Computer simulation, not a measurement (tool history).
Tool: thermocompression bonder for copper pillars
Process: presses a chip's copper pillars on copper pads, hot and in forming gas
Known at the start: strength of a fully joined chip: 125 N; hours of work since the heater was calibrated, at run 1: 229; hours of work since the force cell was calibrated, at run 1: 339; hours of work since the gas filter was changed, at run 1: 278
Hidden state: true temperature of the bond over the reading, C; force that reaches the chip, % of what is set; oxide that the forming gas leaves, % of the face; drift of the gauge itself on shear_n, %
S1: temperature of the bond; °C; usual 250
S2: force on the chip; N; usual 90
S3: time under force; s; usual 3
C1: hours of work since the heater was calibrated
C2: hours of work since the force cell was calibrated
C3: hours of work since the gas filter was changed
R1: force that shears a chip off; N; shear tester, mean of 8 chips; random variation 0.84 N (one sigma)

run	hour	S1	S2	S3	C1	C2	C3	R1
1	0	250	90	3	229	339	278	69.5
2	74.3	245	90	3	266	376	315	62.5
3	137.4	250	90	3	298	408	347	68.6
4	172.2	250	55	3	315	425	364	48
5	240.8	250	55	3	349	459	398	47.7
6	306.5	228	101	5	382	492	431	62.7
7	347.1	228	101	5	402	512	451	64
8	416	268	124	3	436	547	486	96.1
# hour 441.6: forming gas filter changed
9	491.2	268	124	3	474	584	25	108.8
10	561.8	268	124	2	509	619	60	100.8

Forecast each of these 4 alternatives for the next run:
# hour 587.7: heater calibrated with a thermocouple chip
A	639.7	275	90	3	26	657	98	?
# hour 587.7: heater calibrated with a thermocouple chip
B	639.7	262	104	8	26	657	98	?
# hour 587.7: heater calibrated with a thermocouple chip
C	639.7	250	90	9	26	657	98	?
# hour 587.7: heater calibrated with a thermocouple chip
D	639.7	271	84	5	26	657	98	?

run	R1
A	92.6
B	106.3
C	92.1
D	97.3
Without the tool's hidden state the same runs would have given:
run	R1
A	93.9
B	108
C	93.4
D	98.7
